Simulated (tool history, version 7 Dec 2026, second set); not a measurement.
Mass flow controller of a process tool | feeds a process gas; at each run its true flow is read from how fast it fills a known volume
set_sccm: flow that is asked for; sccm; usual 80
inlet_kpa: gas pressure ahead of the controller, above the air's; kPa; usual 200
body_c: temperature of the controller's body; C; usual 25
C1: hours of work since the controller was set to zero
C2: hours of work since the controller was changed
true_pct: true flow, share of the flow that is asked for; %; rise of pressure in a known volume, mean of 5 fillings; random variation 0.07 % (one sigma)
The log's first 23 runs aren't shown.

Run 24, hour 8727.9: usual settings; C1 5643; C2 5643. Result: true_pct 97.32 %.
Run 25, hour 9131.0: usual settings; C1 5867; C2 5867. Result: true_pct 97.29 %.
Run 26, hour 9403.8: usual settings; C1 6018; C2 6018. Result: true_pct 97.15 %.
Run 27, hour 9939.1: usual settings; C1 6316; C2 6316. Result: true_pct 97.03 %.
Run 28, hour 10299.7: usual settings but set_sccm 76 sccm, inlet_kpa 148 kPa; C1 6516; C2 6516. Result: true_pct 97.12 %.
Run 29, hour 10637.7: usual settings but set_sccm 64 sccm, inlet_kpa 218 kPa, body_c 24 C; C1 6704; C2 6704. Result: true_pct 96.99 %.
Run 30, hour 11138.5: usual settings but set_sccm 64 sccm, inlet_kpa 199 kPa, body_c 24 C; C1 6982; C2 6982. Result: true_pct 97.03 %.
Run 31, hour 11614.6: usual settings but set_sccm 55 sccm, inlet_kpa 172 kPa, body_c 21 C; C1 7246; C2 7246. Result: true_pct 96.90 %.
Run 32, hour 12122.7: usual settings but set_sccm 55 sccm, inlet_kpa 172 kPa, body_c 21 C; C1 7528; C2 7528. Result: true_pct 97.02 %.

The next listed run, before its measurement:
Run 33, hour 12558.4: usual settings but inlet_kpa 255 kPa; C1 7770; C2 7770. Result: true_pct ?.

Run 33 gave true_pct 96.24 %.
Without the tool's hidden state the same run would have given true_pct 99.07 %.
